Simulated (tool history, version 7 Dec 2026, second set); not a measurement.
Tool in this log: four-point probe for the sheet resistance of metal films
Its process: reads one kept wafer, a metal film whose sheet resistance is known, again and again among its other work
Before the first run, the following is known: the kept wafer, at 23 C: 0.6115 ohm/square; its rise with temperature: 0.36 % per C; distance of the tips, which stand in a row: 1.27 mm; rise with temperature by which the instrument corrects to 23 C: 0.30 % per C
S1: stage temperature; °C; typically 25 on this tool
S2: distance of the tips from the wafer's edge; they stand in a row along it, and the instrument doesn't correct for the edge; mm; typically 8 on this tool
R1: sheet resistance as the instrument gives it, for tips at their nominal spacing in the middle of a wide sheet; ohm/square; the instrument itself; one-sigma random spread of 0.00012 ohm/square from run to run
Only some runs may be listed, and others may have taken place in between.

run,hour,S1,S2,R1
1,0,25,8,0.620288
2,21.1,25,8,0.620377
3,35.2,25,8,0.620356
4,63,25,8,0.62044
5,86.6,25,8,0.620358
6,104.4,25,8,0.62041
7,134.1,25,8,0.620252
8,163.5,25,8,0.620213
9,183.9,21,8,0.618974
10,197,21,8,0.618847
11,215.6,21,8,0.618726
# hour 224.9: stage's thermometer calibrated
12,238.9,21,8,0.618211
13,254.3,21,43,0.610162
14,267.3,26,48,0.611628
15,281.6,30,31,0.61352
16,311.1,31,3,0.6668
17,338,26,4,0.642781
18,364.9,20,22,0.610682
19,380.5,19,20,0.610444

Forecast each of these 5 alternatives for the next run:
A,397.7,25,8,?
B,397.7,32,47,?
C,397.7,19,3,?
D,397.7,25,7,?
E,397.7,34,13,?

run,R1
A,0.619218
B,0.613844
C,0.661966
D,0.621854
E,0.617356
What these runs would have given with no unlogged condition in the tool:
run,R1
A,0.620289
B,0.61491
C,0.663099
D,0.622929
E,0.618428
